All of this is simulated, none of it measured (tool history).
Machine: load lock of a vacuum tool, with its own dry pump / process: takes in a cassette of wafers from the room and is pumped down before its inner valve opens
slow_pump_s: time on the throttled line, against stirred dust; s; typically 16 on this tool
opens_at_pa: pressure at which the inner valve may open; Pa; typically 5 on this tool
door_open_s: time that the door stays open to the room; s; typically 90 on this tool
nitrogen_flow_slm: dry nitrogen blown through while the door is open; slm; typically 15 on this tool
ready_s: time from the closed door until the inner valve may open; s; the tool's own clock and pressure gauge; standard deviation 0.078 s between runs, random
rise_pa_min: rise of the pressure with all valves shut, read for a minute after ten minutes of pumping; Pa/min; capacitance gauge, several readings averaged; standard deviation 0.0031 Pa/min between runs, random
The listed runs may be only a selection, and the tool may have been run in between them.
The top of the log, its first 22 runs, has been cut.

run,day,slow_pump_s,opens_at_pa,door_open_s,nitrogen_flow_slm,"incoming humidity of the room's air, %",ready_s,rise_pa_min
23,189.767,8,8,90,15,44.9,17.85,0.157
24,194.754,8,8,90,15,44.2,17.84,0.151
25,205.262,8,8,90,15,44.7,17.83,0.165
26,215.546,16,5,91,27,43.0,25.12,0.147
27,223.067,15,6,166,15,41.9,24.07,0.178
28,231.092,11,5,90,4,43.8,20.90,0.190
29,242.188,16,5,76,14,45.6,25.34,0.169
30,249.579,16,5,76,7,44.2,25.22,0.184

Predict each of these 4 candidate next runs independently; none follows another, all start after run 30:
A,256.533,16,5,65,27,39.0,?,?
B,256.533,19,5,90,15,42.6,?,?
C,256.533,16,9,103,13,45.9,?,?
D,256.533,14,4,90,15,42.5,?,?

run,ready_s,rise_pa_min
A,25.19,0.142
B,27.61,0.169
C,24.32,0.183
D,23.83,0.172
Without the tool's unlogged condition, the same runs would have read:
run,ready_s,rise_pa_min
A,24.75,0.040
B,27.22,0.068
C,23.94,0.081
D,23.36,0.072

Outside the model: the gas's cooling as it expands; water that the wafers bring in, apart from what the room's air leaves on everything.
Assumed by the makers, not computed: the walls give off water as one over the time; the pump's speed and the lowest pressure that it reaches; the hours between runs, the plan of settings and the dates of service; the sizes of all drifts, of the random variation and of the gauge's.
